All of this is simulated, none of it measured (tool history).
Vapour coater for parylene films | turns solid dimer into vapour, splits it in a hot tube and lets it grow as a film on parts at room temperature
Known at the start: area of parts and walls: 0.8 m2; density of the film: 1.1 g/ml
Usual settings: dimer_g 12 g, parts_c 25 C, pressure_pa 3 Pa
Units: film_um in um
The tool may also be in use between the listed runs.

run,hour,dimer_g,parts_c,pressure_pa,film_um
1,0,12,25,3,10.51
2,17.8,12,25,3,10.52
3,40.4,12,25,3,10.48
4,60.4,6,25,3,5.36
5,86.5,6,25,3,5.28
6,112.6,6,25,3,5.26
# hour 148.4: trap's valve overhauled
7,149.1,12,18,3,13.44
8,189.9,12,18,3,13.3
9,222.4,12,18,3,13.31
10,249.3,12,20,3,12.98
11,275.2,12,20,3,12.83
12,307.8,12,20,3,12.94
13,337.4,12,20,3,13.09
14,359.3,12,25,7.17,8.62
15,399,12,25,7.17,8.6
16,438.6,12,25,3,10.51
17,457.3,8,25,3,7.11
18,480.1,17,25,3,14.97
19,521.2,6,34,10.76,2.73

Forecast run 20:
20,547.5,14,33,3.91,?

{"run 20": {"film_um": 8.26}}
Without the tool's hidden state the same run would have given film_um 8.27 um.
